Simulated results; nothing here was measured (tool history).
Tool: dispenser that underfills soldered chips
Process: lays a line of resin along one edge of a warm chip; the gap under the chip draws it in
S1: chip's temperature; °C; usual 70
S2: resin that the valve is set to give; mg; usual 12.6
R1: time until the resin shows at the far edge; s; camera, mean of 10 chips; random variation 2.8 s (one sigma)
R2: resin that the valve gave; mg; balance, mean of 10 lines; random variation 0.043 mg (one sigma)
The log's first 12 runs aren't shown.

run   hour  S1    S2     R1     R2
     101.1  -- new syringe of resin
 13  110.1  70  11.2  514.9  10.97
     111.1  -- new syringe of resin
     121.3  -- new syringe of resin
 14  123.3  70  11.2  337.0  10.89
 15  130.1  70  11.2  499.6  10.96
     131.7  -- new syringe of resin
     133.8  -- dispensing valve cleaned and set on the balance
 16  141.1  70  11.2  490.0  11.19
     143.2  -- new syringe of resin
 17  151.0  70  11.2  476.7  11.23
     153.7  -- new syringe of resin
 18  163.1  55  12.9  895.6  12.87
     164.4  -- new syringe of resin
 19  169.9  67  15.4  435.2  15.33
     174.8  -- new syringe of resin
 20  175.8  59  11.3  488.0  11.23
     185.6  -- new syringe of resin
 21  187.6  59  11.3  510.0  11.20
     195.5  -- new syringe of resin
 22  197.9  68  14.9  356.1  14.75
     206.4  -- new syringe of resin
 23  207.3  68  14.9  328.5  14.63
     216.7  -- new syringe of resin
 24  217.7  68  14.9  329.0  14.65
 25  223.8  68  14.9  475.0  14.56
     226.1  -- dispensing valve cleaned and set on the balance
     228.2  -- new syringe of resin
 26  236.3  68  14.9  488.4  14.87
     238.9  -- new syringe of resin
 27  247.2  68  14.9  502.4  14.80
     249.3  -- new syringe of resin
 28  255.0  68  14.9  442.7  14.83
     259.5  -- new syringe of resin
 29  264.2  81  12.6  260.5  12.48
     269.9  -- new syringe of resin
 30  272.8  81  12.6  233.1  12.45
     280.7  -- new syringe of resin
 31  284.8  66  13.5  434.3  13.35
     291.2  -- new syringe of resin
 32  296.3  66  13.5  461.8  13.31
     301.9  -- new syringe of resin
 33  308.9  55  13.5  793.7  13.17
     311.9  -- new syringe of resin
 34  317.1  78  16.2  292.2  15.86

Forecast each of these 4 alternatives for the next run:
     319.1  -- dispensing valve cleaned and set on the balance
     323.4  -- new syringe of resin
  A  330.2  64  12.6   ?   ?
     319.1  -- dispensing valve cleaned and set on the balance
     323.4  -- new syringe of resin
  B  330.2  70  13.4   ?   ?
     319.1  -- dispensing valve cleaned and set on the balance
     323.4  -- new syringe of resin
  C  330.2  78  15.9   ?   ?
     319.1  -- dispensing valve cleaned and set on the balance
     323.4  -- new syringe of resin
  D  330.2  82  12.9   ?   ?

run     R1     R2
  A  546.3  12.60
  B  440.4  13.38
  C  319.9  15.91
  D  280.4  12.80
Without the tool's hidden state the same runs would have given:
run     R1     R2
  A  342.4  12.65
  B  276.7  13.44
  C  202.1  15.97
  D  177.2  12.85

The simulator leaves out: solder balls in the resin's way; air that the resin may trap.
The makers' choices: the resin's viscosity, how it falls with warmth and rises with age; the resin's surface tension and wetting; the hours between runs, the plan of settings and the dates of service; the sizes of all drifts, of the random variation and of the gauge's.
